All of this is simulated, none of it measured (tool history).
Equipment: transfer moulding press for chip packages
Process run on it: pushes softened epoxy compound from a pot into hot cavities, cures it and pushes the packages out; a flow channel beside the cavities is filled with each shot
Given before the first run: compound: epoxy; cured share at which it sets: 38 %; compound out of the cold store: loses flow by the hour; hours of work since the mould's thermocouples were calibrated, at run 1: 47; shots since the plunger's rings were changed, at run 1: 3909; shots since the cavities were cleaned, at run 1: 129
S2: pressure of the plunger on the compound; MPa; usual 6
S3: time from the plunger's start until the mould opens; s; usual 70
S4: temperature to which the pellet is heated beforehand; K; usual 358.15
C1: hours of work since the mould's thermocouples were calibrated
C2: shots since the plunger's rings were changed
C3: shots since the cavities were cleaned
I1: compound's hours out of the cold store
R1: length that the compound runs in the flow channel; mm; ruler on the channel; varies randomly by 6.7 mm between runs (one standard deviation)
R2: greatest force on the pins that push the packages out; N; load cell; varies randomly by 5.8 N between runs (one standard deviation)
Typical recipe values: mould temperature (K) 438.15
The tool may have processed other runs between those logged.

Run 1, day 0: usual settings; C1 47; C2 3909; C3 129; I1 16.4. Result: R1 724 mm, R2 257 N.
Run 2, day 0.679: usual settings; C1 59; C2 4252; C3 472; I1 24.9. Result: R1 681 mm, R2 293 N.
At day 0.867: cavities cleaned with cleaning compound and waxed.
At day 2.017: cavities cleaned with cleaning compound and waxed.
Run 3, day 2.017: usual settings but mould temperature (K) 432.15; C1 82; C2 4863; C3 0; I1 32.8. Result: R1 649 mm, R2 259 N.
At day 2.9: plunger's sealing rings changed.
At day 3.2: cavities cleaned with cleaning compound and waxed.
Run 4, day 3.771: usual settings but S2 4.67 MPa; C1 111; C2 407; C3 288; I1 33.7. Result: R1 609 mm, R2 276 N.
At day 4.308: cavities cleaned with cleaning compound and waxed.
Run 5, day 5.05: usual settings but S2 4.67 MPa; C1 134; C2 1020; C3 375; I1 15.3. Result: R1 654 mm, R2 287 N.
At day 5.454: cavities cleaned with cleaning compound and waxed.
Run 6, day 5.983: usual settings but S2 4.67 MPa; C1 150; C2 1459; C3 268; I1 46.4. Result: R1 552 mm, R2 260 N.
At day 6.604: cavities cleaned with cleaning compound and waxed.
Run 7, day 7.429: usual settings but S2 4.67 MPa; C1 176; C2 2156; C3 416; I1 47.5. Result: R1 543 mm, R2 296 N.
At day 7.733: cavities cleaned with cleaning compound and waxed.
Run 8, day 8.188: usual settings but S2 7.05 MPa; C1 188; C2 2505; C3 229; I1 32.9. Result: R1 716 mm, R2 266 N.
At day 8.838: cavities cleaned with cleaning compound and waxed.
Run 9, day 9.812: usual settings but S2 7.05 MPa; C1 217; C2 3293; C3 491; I1 42.9. Result: R1 671 mm, R2 307 N.
At day 9.967: cavities cleaned with cleaning compound and waxed.
At day 11.033: cavities cleaned with cleaning compound and waxed.
Run 10, day 11.271: usual settings but S3 76 s; C1 242; C2 3964; C3 120; I1 42.5. Result: R1 602 mm, R2 227 N.
At day 12.138: cavities cleaned with cleaning compound and waxed.
Run 11, day 13: usual settings but S3 76 s; C1 273; C2 4805; C3 435; I1 37.1. Result: R1 620 mm, R2 272 N.
At day 13.292: cavities cleaned with cleaning compound and waxed.
Run 12, day 13.767: usual settings but mould temperature (K) 442.15, S2 4.82 MPa, S3 57 s, S4 357.15 K; C1 286; C2 5158; C3 239; I1 12.9. Result: R1 614 mm, R2 300 N.
At day 14.058: plunger's sealing rings changed.
At day 14.458: cavities cleaned with cleaning compound and waxed.
Run 13, day 15.162: usual settings but mould temperature (K) 442.15, S2 6.34 MPa, S3 57 s, S4 362.15 K; C1 309; C2 525; C3 356; I1 31.8. Result: R1 696 mm, R2 307 N.
At day 15.6: cavities cleaned with cleaning compound and waxed.
At day 16.767: cavities cleaned with cleaning compound and waxed.
Run 14, day 16.854: usual settings but mould temperature (K) 442.15, S2 6.34 MPa, S3 57 s, S4 362.15 K; C1 338; C2 1314; C3 45; I1 9.6. Result: R1 783 mm, R2 250 N.
At day 17.858: cavities cleaned with cleaning compound and waxed.
Run 15, day 18.375: usual settings but mould temperature (K) 442.15, S2 6.34 MPa, S3 57 s, S4 362.15 K; C1 365; C2 2048; C3 259; I1 33.1. Result: R1 675 mm, R2 282 N.
At day 18.958: cavities cleaned with cleaning compound and waxed.
Run 16, day 19.846: usual settings but mould temperature (K) 442.15, S2 4.69 MPa; C1 391; C2 2758; C3 448; I1 33. Result: R1 576 mm, R2 280 N.
At day 20.108: cavities cleaned with cleaning compound and waxed.
At day 21.217: cavities cleaned with cleaning compound and waxed.
Run 17, day 21.504: usual settings but mould temperature (K) 434.15, S4 364.15 K; C1 420; C2 3531; C3 145; I1 24.1. Result: R1 699 mm, R2 284 N.
At day 22.346: cavities cleaned with cleaning compound and waxed.
Run 18, day 22.562: usual settings but mould temperature (K) 433.15, S3 88 s; C1 438; C2 4033; C3 111; I1 27.3. Result: R1 673 mm, R2 239 N.
At day 23.462: cavities cleaned with cleaning compound and waxed.
Run 19, day 23.808: usual settings but mould temperature (K) 433.15, S3 88 s; C1 460; C2 4628; C3 174; I1 18.2. Result: R1 714 mm, R2 237 N.
At day 24.529: cavities cleaned with cleaning compound and waxed.
At day 25.242: plunger's sealing rings changed.
Run 20, day 25.55: usual settings but mould temperature (K) 433.15, S2 6.31 MPa, S3 88 s, S4 352.15 K; C1 489; C2 155; C3 462; I1 40. Result: R1 694 mm, R2 281 N.
At day 25.738: cavities cleaned with cleaning compound and waxed.
At day 26.85: cavities cleaned with cleaning compound and waxed.
Run 21, day 26.933: usual settings but mould temperature (K) 444.15, S2 5.79 MPa, S3 107 s, S4 349.15 K; C1 513; C2 791; C3 43; I1 21.6. Result: R1 704 mm, R2 192 N.
At day 27.971: cavities cleaned with cleaning compound and waxed.
At day 28.258: mould's thermocouples calibrated.
Run 22, day 28.538: usual settings but mould temperature (K) 444.15, S2 5.03 MPa, S3 107 s, S4 349.15 K; C1 5; C2 1525; C3 244; I1 30.3. Result: R1 612 mm, R2 235 N.

Consider 5 possible next runs. They are alternatives, not a sequence: every one starts from the tool as it was left by run 22. What does each give?
At day 29.158: cavities cleaned with cleaning compound and waxed.
Run A, day 29.717: usual settings but mould temperature (K) 439.15, S2 5.54 MPa, S3 107 s, S4 349.15 K; C1 26; C2 2087; C3 280; I1 43.8. Result: R1 ?, R2 ?.
At day 29.158: cavities cleaned with cleaning compound and waxed.
Run B, day 29.717: usual settings but mould temperature (K) 442.15, S2 6.87 MPa, S4 356.15 K; C1 26; C2 2087; C3 280; I1 36.1. Result: R1 ?, R2 ?.
At day 29.158: cavities cleaned with cleaning compound and waxed.
Run C, day 29.717: usual settings but mould temperature (K) 443.15, S3 81 s; C1 26; C2 2087; C3 280; I1 20. Result: R1 ?, R2 ?.
At day 29.158: cavities cleaned with cleaning compound and waxed.
Run D, day 29.717: usual settings but mould temperature (K) 444.15, S2 5.03 MPa, S3 101 s, S4 363.15 K; C1 26; C2 2087; C3 280; I1 8.3. Result: R1 ?, R2 ?.
At day 29.158: cavities cleaned with cleaning compound and waxed.
Run E, day 29.717: usual settings but S4 363.15 K; C1 26; C2 2087; C3 280; I1 37.2. Result: R1 ?, R2 ?.

run   R1   R2
  A  614  240
  B  696  250
  C  698  240
  D  695  246
  E  655  278
Take away the tool's hidden state, keep each run's random variation, and the runs would have read:
run   R1   R2
  A  637  178
  B  722  186
  C  724  178
  D  722  186
  E  679  209
